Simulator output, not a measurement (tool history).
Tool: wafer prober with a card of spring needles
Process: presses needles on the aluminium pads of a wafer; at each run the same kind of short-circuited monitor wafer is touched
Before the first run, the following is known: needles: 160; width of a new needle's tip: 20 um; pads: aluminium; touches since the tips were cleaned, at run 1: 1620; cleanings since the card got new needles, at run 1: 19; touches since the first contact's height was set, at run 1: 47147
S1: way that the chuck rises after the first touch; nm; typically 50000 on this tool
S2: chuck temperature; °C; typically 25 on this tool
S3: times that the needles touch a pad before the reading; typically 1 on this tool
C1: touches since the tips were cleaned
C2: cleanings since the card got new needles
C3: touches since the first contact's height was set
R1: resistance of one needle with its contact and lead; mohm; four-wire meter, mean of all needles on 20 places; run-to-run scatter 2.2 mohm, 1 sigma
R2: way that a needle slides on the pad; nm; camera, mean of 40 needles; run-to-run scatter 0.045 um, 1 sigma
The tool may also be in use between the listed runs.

run 1 hour=0 | S1=50000 S2=25 S3=1 | C1=1620 C2=19 C3=47147 | R1=254 R2=7620
-- hour=1 tips cleaned on abrasive film
-- hour=4.6 tips cleaned on abrasive film
-- hour=9.1 tips cleaned on abrasive film
-- hour=13.6 tips cleaned on abrasive film
run 2 hour=17 | S1=50000 S2=25 S3=1 | C1=1963 C2=23 C3=56889 | R1=253 R2=7620
-- hour=17.9 tips cleaned on abrasive film
-- hour=21.6 tips cleaned on abrasive film
-- hour=26.1 tips cleaned on abrasive film
-- hour=29.7 tips cleaned on abrasive film
-- hour=34.2 tips cleaned on abrasive film
-- hour=38.7 tips cleaned on abrasive film
-- hour=43.2 tips cleaned on abrasive film
run 3 hour=46.1 | S1=50000 S2=25 S3=1 | C1=1695 C2=30 C3=73624 | R1=252 R2=7630
-- hour=47.1 tips cleaned on abrasive film
-- hour=50.7 tips cleaned on abrasive film
-- hour=55.2 tips cleaned on abrasive film
-- hour=59.7 tips cleaned on abrasive film
-- hour=63.4 tips cleaned on abrasive film
-- hour=67.9 tips cleaned on abrasive film
-- hour=72.4 tips cleaned on abrasive film
run 4 hour=74.9 | S1=50000 S2=30 S3=1 | C1=1475 C2=37 C3=90139 | R1=255 R2=7620
-- hour=76.7 tips cleaned on abrasive film
-- hour=80.4 tips cleaned on abrasive film
-- hour=84.9 tips cleaned on abrasive film
-- hour=89.4 tips cleaned on abrasive film
-- hour=93.9 tips cleaned on abrasive film
-- hour=98.4 tips cleaned on abrasive film
-- hour=102 tips cleaned on abrasive film
run 5 hour=102.2 | S1=50000 S2=107 S3=1 | C1=78 C2=44 C3=105776 | R1=274 R2=7680
-- hour=105.8 tips cleaned on abrasive film
-- hour=109.4 tips cleaned on abrasive film
-- hour=113.9 tips cleaned on abrasive film
-- hour=118.4 tips cleaned on abrasive film
-- hour=122.9 tips cleaned on abrasive film
-- hour=126.6 tips cleaned on abrasive film
-- hour=131.1 tips cleaned on abrasive film
-- hour=135.6 tips cleaned on abrasive film
run 6 hour=135.7 | S1=50000 S2=25 S3=1 | C1=64 C2=52 C3=125029 | R1=253 R2=7630
-- hour=139.3 tips cleaned on abrasive film
-- hour=143.8 tips cleaned on abrasive film
-- hour=148.3 tips cleaned on abrasive film
-- hour=152 tips cleaned on abrasive film
-- hour=156.5 tips cleaned on abrasive film
run 7 hour=156.5 | S1=50000 S2=25 S3=1 | C1=41 C2=57 C3=137001 | R1=251 R2=7800
-- hour=160.1 tips cleaned on abrasive film
-- hour=164.7 tips cleaned on abrasive film
-- hour=169.2 tips cleaned on abrasive film
-- hour=172.8 tips cleaned on abrasive film
-- hour=177.3 tips cleaned on abrasive film
run 8 hour=180.1 | S1=50000 S2=25 S3=1 | C1=1661 C2=62 C3=150585 | R1=255 R2=7750
-- hour=181.1 tips cleaned on abrasive film
-- hour=184.7 tips cleaned on abrasive film
-- hour=189.2 tips cleaned on abrasive film
-- hour=192.9 tips cleaned on abrasive film
-- hour=197.4 tips cleaned on abrasive film
run 9 hour=200.7 | S1=50000 S2=25 S3=1 | C1=1979 C2=67 C3=162418 | R1=248 R2=7670
-- hour=201.7 tips cleaned on abrasive film
-- hour=205.3 tips cleaned on abrasive film
-- hour=209 tips cleaned on abrasive film
-- hour=213.5 tips cleaned on abrasive film
-- hour=218 tips cleaned on abrasive film
run 10 hour=221.4 | S1=50000 S2=25 S3=1 | C1=1984 C2=72 C3=174256 | R1=254 R2=7750
-- hour=222.3 tips cleaned on abrasive film
-- hour=226 tips cleaned on abrasive film
-- hour=230.5 tips cleaned on abrasive film
-- hour=235 tips cleaned on abrasive film
-- hour=239.5 tips cleaned on abrasive film
-- hour=243.1 tips cleaned on abrasive film
-- hour=247.6 tips cleaned on abrasive film
run 11 hour=249.9 | S1=35000 S2=65 S3=1 | C1=1346 C2=79 C3=190641 | R1=279 R2=5380
-- hour=251.8 tips cleaned on abrasive film
-- hour=256.3 tips cleaned on abrasive film
-- hour=259.9 tips cleaned on abrasive film
-- hour=263.5 tips cleaned on abrasive film
-- hour=268 tips cleaned on abrasive film
-- hour=271.7 tips cleaned on abrasive film
-- hour=275.3 tips cleaned on abrasive film
-- hour=278.9 tips cleaned on abrasive film
run 12 hour=279.8 | S1=44000 S2=25 S3=2 | C1=547 C2=87 C3=207784 | R1=254 R2=6820
-- hour=282.6 tips cleaned on abrasive film
-- hour=286.2 tips cleaned on abrasive film
-- hour=290.7 tips cleaned on abrasive film
-- hour=295.2 tips cleaned on abrasive film
-- hour=298.8 tips cleaned on abrasive film
run 13 hour=300.6 | S1=50000 S2=25 S3=3 | C1=1024 C2=92 C3=219696 | R1=252 R2=7750
-- hour=303.3 tips cleaned on abrasive film
-- hour=307.8 tips cleaned on abrasive film
-- hour=312.3 tips cleaned on abrasive film
-- hour=316.9 tips cleaned on abrasive film
-- hour=321.4 tips cleaned on abrasive film
-- hour=323.4 height of the first contact set anew
-- hour=325.3 tips cleaned on abrasive film
-- hour=329.8 tips cleaned on abrasive film
run 14 hour=330.2 | S1=50000 S2=73 S3=2 | C1=222 C2=99 C3=3853 | R1=267 R2=7760
-- hour=333.8 tips cleaned on abrasive film
-- hour=337.4 tips cleaned on abrasive film
-- hour=341.9 tips cleaned on abrasive film
-- hour=345.6 tips cleaned on abrasive film
-- hour=350.1 tips cleaned on abrasive film
-- hour=353.7 tips cleaned on abrasive film
-- hour=357.3 tips cleaned on abrasive film
run 15 hour=359.7 | S1=50000 S2=72 S3=2 | C1=1394 C2=106 C3=20808 | R1=264 R2=7850
-- hour=361.6 tips cleaned on abrasive film
-- hour=365.2 tips cleaned on abrasive film
-- hour=369.7 tips cleaned on abrasive film
-- hour=374.2 tips cleaned on abrasive film
-- hour=378.7 tips cleaned on abrasive film
-- hour=383.2 tips cleaned on abrasive film
-- hour=387.7 tips cleaned on abrasive film
-- hour=392.2 tips cleaned on abrasive film
-- hour=395.9 tips cleaned on abrasive film
run 16 hour=397.9 | S1=50000 S2=72 S3=2 | C1=1191 C2=115 C3=42744 | R1=268 R2=7880
-- hour=399.7 tips cleaned on abrasive film
-- hour=403.4 tips cleaned on abrasive film
-- hour=407 tips cleaned on abrasive film
-- hour=411.5 tips cleaned on abrasive film
-- hour=415.1 tips cleaned on abrasive film
-- hour=419.6 tips cleaned on abrasive film
-- hour=423.3 tips cleaned on abrasive film
-- hour=427.8 tips cleaned on abrasive film
run 17 hour=428.6 | S1=50000 S2=72 S3=2 | C1=471 C2=123 C3=60328 | R1=265 R2=7860
-- hour=432.2 tips cleaned on abrasive film
-- hour=436.7 tips cleaned on abrasive film
-- hour=440.2 gauge calibrated
-- hour=441.2 tips cleaned on abrasive film
-- hour=445.7 tips cleaned on abrasive film
run 18 hour=447.7 | S1=50000 S2=36 S3=2 | C1=1157 C2=127 C3=71340 | R1=254 R2=7650
-- hour=449.6 tips cleaned on abrasive film
-- hour=453.2 tips cleaned on abrasive film
-- hour=457.7 tips cleaned on abrasive film
-- hour=462.2 tips cleaned on abrasive film
-- hour=465.8 tips cleaned on abrasive film
run 19 hour=468.1 | S1=51000 S2=51 S3=2 | C1=1346 C2=132 C3=83062 | R1=259 R2=7780
-- hour=470 tips cleaned on abrasive film
-- hour=474.5 tips cleaned on abrasive film
-- hour=479 tips cleaned on abrasive film
-- hour=483.5 tips cleaned on abrasive film
-- hour=488 tips cleaned on abrasive film
-- hour=491.6 tips cleaned on abrasive film
-- hour=496.1 tips cleaned on abrasive film
-- hour=499.8 tips cleaned on abrasive film
run 20 hour=500.2 | S1=51000 S2=51 S3=2 | C1=267 C2=140 C3=101480 | R1=257 R2=7800

Here are 4 independent what-if runs from the current tool condition. What would each one return?
-- hour=503.8 tips cleaned on abrasive film
-- hour=507.5 tips cleaned on abrasive film
-- hour=512 tips cleaned on abrasive film
-- hour=516.5 tips cleaned on abrasive film
run A hour=519.3 | S1=50000 S2=61 S3=3 | C1=1667 C2=144 C3=112483 | R1=? R2=?
-- hour=503.8 tips cleaned on abrasive film
-- hour=507.5 tips cleaned on abrasive film
-- hour=512 tips cleaned on abrasive film
-- hour=516.5 tips cleaned on abrasive film
run B hour=519.3 | S1=59000 S2=60 S3=2 | C1=1667 C2=144 C3=112483 | R1=? R2=?
-- hour=503.8 tips cleaned on abrasive film
-- hour=507.5 tips cleaned on abrasive film
-- hour=512 tips cleaned on abrasive film
-- hour=516.5 tips cleaned on abrasive film
run C hour=519.3 | S1=36000 S2=33 S3=1 | C1=1667 C2=144 C3=112483 | R1=? R2=?
-- hour=503.8 tips cleaned on abrasive film
-- hour=507.5 tips cleaned on abrasive film
-- hour=512 tips cleaned on abrasive film
-- hour=516.5 tips cleaned on abrasive film
run D hour=519.3 | S1=56000 S2=51 S3=2 | C1=1667 C2=144 C3=112483 | R1=? R2=?

run=A R1=265 R2=7680
run=B R1=256 R2=9030
run=C R1=269 R2=5500
run=D R1=254 R2=8540
Without the tool's unlogged condition, the same runs would have read:
run=A R1=264 R2=7640
run=B R1=255 R2=8990
run=C R1=268 R2=5470
run=D R1=254 R2=8490
